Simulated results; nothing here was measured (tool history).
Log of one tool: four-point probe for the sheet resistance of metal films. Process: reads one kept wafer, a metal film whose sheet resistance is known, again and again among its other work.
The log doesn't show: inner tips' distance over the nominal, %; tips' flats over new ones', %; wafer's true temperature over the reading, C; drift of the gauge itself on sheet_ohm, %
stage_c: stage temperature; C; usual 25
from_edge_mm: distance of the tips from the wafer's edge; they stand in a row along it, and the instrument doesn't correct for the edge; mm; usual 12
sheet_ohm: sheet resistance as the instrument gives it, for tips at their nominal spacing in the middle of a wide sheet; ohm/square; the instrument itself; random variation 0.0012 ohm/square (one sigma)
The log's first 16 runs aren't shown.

| run | day | stage_c | from_edge_mm | touches since the probe head was changed | hours of work since the stage's thermometer was calibrated | sheet_ohm |
|---|---|---|---|---|---|---|
| 17 | 11.188 | 25 | 12 | 29118 | 1527 | 5.961866 |
| 18 | 11.825 | 25 | 12 | 29644 | 1534 | 5.963012 |
| 19 | 12.542 | 25 | 12 | 30236 | 1543 | 5.964100 |
| 20 | 12.933 | 25 | 12 | 30561 | 1547 | 5.963188 |
| 21 | 13.542 | 32 | 12 | 31061 | 1554 | 6.002464 |
| 22 | 14.071 | 25 | 12 | 31501 | 1561 | 5.961947 |
| 23 | 14.492 | 25 | 12 | 31849 | 1565 | 5.963122 |
| 24 | 15.162 | 25 | 3 | 32403 | 1573 | 6.094070 |
| 25 | 16.029 | 25 | 3 | 33117 | 1583 | 6.095234 |

The next listed run, before its measurement:
| 26 | 16.888 | 21 | 73 | 33826 | 1593 | ? |

{"run 26": {"sheet_ohm": 5.931936}}
Without the tool's hidden state the same run would have given sheet_ohm 5.946174 ohm/square.

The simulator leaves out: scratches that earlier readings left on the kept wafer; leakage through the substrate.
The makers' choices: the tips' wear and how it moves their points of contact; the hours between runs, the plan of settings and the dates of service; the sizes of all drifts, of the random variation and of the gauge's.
